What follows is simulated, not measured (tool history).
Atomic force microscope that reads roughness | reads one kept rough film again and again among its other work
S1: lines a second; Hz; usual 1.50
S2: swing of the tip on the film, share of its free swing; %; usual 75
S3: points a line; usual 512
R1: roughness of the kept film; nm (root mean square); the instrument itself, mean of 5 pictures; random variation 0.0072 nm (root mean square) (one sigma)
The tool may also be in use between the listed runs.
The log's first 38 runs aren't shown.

{"run": 39, "hour": 1395.0, "S1": 1.41, "S2": 59, "S3": 289, "R1": 1.553}
{"run": 40, "hour": 1435.4, "S1": 3.01, "S2": 56, "S3": 262, "R1": 1.525}
{"run": 41, "hour": 1475.3, "S1": 3.68, "S2": 67, "S3": 850, "R1": 1.447}
{"hour": 1514.8, "done": "new tip fitted"}
{"run": 42, "hour": 1525.0, "S1": 3.68, "S2": 67, "S3": 850, "R1": 1.431}
{"run": 43, "hour": 1579.4, "S1": 0.74, "S2": 75, "S3": 636, "R1": 1.546}
{"run": 44, "hour": 1607.4, "S1": 0.74, "S2": 75, "S3": 636, "R1": 1.549}
{"run": 45, "hour": 1642.2, "S1": 0.74, "S2": 75, "S3": 636, "R1": 1.559}
{"run": 46, "hour": 1672.5, "S1": 0.58, "S2": 61, "S3": 512, "R1": 1.593}
{"run": 47, "hour": 1699.3, "S1": 0.63, "S2": 61, "S3": 369, "R1": 1.582}
{"run": 48, "hour": 1732.0, "S1": 2.0, "S2": 87, "S3": 356, "R1": 1.351}
{"hour": 1744.9, "done": "new tip fitted"}
{"run": 49, "hour": 1763.1, "S1": 2.0, "S2": 68, "S3": 610, "R1": 1.506}
{"run": 50, "hour": 1800.2, "S1": 1.5, "S2": 75, "S3": 417, "R1": 1.485}
{"run": 51, "hour": 1851.6, "S1": 2.29, "S2": 71, "S3": 698, "R1": 1.483}
{"run": 52, "hour": 1884.2, "S1": 3.6, "S2": 56, "S3": 787, "R1": 1.526}

Forecast each of these 3 alternatives for the next run:
{"run": "A", "hour": 1933.6, "S1": 1.5, "S2": 75, "S3": 951, "R1": "?"}
{"run": "B", "hour": 1933.6, "S1": 3.4, "S2": 56, "S3": 281, "R1": "?"}
{"run": "C", "hour": 1933.6, "S1": 0.97, "S2": 60, "S3": 311, "R1": "?"}

run=A R1=1.485
run=B R1=1.503
run=C R1=1.556
Without the tool's hidden state the same runs would have given:
run=A R1=1.488
run=B R1=1.506
run=C R1=1.560
